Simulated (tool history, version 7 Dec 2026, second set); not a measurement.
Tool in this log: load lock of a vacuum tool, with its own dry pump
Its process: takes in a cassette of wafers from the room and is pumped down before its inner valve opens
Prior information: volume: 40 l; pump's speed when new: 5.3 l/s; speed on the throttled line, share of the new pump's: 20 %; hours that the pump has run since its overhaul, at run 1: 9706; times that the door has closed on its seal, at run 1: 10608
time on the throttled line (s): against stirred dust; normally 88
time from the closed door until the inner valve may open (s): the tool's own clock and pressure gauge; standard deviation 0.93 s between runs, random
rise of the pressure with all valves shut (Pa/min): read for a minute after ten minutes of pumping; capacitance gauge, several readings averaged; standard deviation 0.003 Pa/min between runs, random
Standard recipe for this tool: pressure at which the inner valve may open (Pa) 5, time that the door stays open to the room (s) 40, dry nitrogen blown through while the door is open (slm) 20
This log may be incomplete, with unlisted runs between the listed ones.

| run | hour | time on the throttled line (s) | pressure at which the inner valve may open (Pa) | time that the door stays open to the room (s) | dry nitrogen blown through while the door is open (slm) | hours that the pump has run since its overhaul | times that the door has closed on its seal | incoming humidity of the room's air, % | time from the closed door until the inner valve may open (s) | rise of the pressure with all valves shut (Pa/min) |
|---|---|---|---|---|---|---|---|---|---|---|
| 1 | 0.0 | 88 | 5 | 40 | 20 | 9706 | 10608 | 43.3 | 156.0 | 0.242 |
| 2 | 196.6 | 88 | 5 | 40 | 20 | 9902 | 11069 | 43.1 | 155.6 | 0.257 |
| 3 | 413.5 | 88 | 6 | 40 | 20 | 10119 | 11578 | 48.8 | 154.3 | 0.273 |
| 4 | 626.8 | 88 | 6 | 40 | 22 | 10332 | 12078 | 43.9 | 154.6 | 0.278 |
| 5 | 889.8 | 88 | 6 | 40 | 22 | 10595 | 12695 | 46.1 | 154.2 | 0.306 |
| 6 | 1046.4 | 88 | 6 | 40 | 22 | 10752 | 13062 | 44.6 | 153.1 | 0.318 |
| 7 | 1205.0 | 88 | 5 | 40 | 20 | 10911 | 13434 | 48.7 | 156.7 | 0.325 |
| 8 | 1331.6 | 88 | 5 | 40 | 23 | 11037 | 13730 | 45.9 | 158.8 | 0.332 |
| 9 | 1574.5 | 88 | 5 | 137 | 20 | 11280 | 14300 | 46.0 | 156.1 | 0.376 |
| 10 | 1768.8 | 88 | 5 | 137 | 20 | 11474 | 14755 | 45.4 | 157.3 | 0.398 |
| 11 | 2032.3 | 88 | 5 | 86 | 20 | 11738 | 15373 | 45.1 | 158.1 | 0.406 |
| 12 | 2251.6 | 88 | 5 | 86 | 20 | 11957 | 15887 | 46.7 | 157.7 | 0.422 |
| 13 | 2397.2 | 81 | 5 | 86 | 20 | 12103 | 16229 | 47.6 | 151.6 | 0.432 |
| 14 | 2557.4 | 81 | 10 | 69 | 20 | 12263 | 16604 | 48.0 | 146.9 | 0.468 |
| 15 | 2691.1 | 88 | 5 | 60 | 15 | 12397 | 16918 | 47.0 | 156.9 | 0.466 |
| 16 | 2882.2 | 88 | 5 | 60 | 15 | 12588 | 17366 | 44.3 | 158.1 | 0.492 |
| 17 | 3054.0 | 88 | 6 | 60 | 31 | 12760 | 17769 | 47.5 | 155.3 | 0.489 |
| 18 | 3307.4 | 88 | 4 | 60 | 6 | 13013 | 18363 | 44.5 | 161.2 | 0.536 |
| 19 | 3478.2 | 88 | 4 | 60 | 6 | 13184 | 18763 | 46.8 | 162.6 | 0.551 |
| 20 | 3599.7 | 88 | 4 | 60 | 6 | 13305 | 19048 | 46.1 | 161.1 | 0.565 |
| 21 | 3777.9 | 57 | 5 | 40 | 20 | 13483 | 19466 | 46.3 | 135.3 | 0.564 |
| 22 | 4034.4 | 122 | 5 | 50 | 20 | 13740 | 20067 | 44.4 | 185.5 | 0.609 |
|  | 4097.0 | door's seal changed, seat wiped |
| 23 | 4278.9 | 122 | 9 | 72 | 5 | 13983 | 427 | 44.7 | 178.9 | 0.067 |
| 24 | 4515.0 | 76 | 4 | 87 | 6 | 14219 | 980 | 44.6 | 151.4 | 0.074 |
| 25 | 4704.5 | 139 | 4 | 37 | 43 | 14409 | 1425 | 45.9 | 201.2 | 0.043 |
| 26 | 4964.5 | 88 | 5 | 34 | 10 | 14669 | 2034 | 46.0 | 158.6 | 0.069 |

Predict each of these 3 candidate next runs independently; none follows another, all start after run 26:
| A | 5178.3 | 88 | 5 | 51 | 20 | 14882 | 2536 | 46.7 | ? | ? |
| B | 5178.3 | 165 | 9 | 34 | 4 | 14882 | 2536 | 44.5 | ? | ? |
| C | 5178.3 | 49 | 5 | 155 | 17 | 14882 | 2536 | 44.3 | ? | ? |

| run | time from the closed door until the inner valve may open (s) | rise of the pressure with all valves shut (Pa/min) |
|---|---|---|
| A | 158.8 | 0.067 |
| B | 211.8 | 0.075 |
| C | 130.1 | 0.091 |
Take away the tool's hidden state, keep each run's random variation, and the runs would have read:
| run | time from the closed door until the inner valve may open (s) | rise of the pressure with all valves shut (Pa/min) |
|---|---|---|
| A | 146.0 | 0.041 |
| B | 203.4 | 0.048 |
| C | 115.6 | 0.064 |

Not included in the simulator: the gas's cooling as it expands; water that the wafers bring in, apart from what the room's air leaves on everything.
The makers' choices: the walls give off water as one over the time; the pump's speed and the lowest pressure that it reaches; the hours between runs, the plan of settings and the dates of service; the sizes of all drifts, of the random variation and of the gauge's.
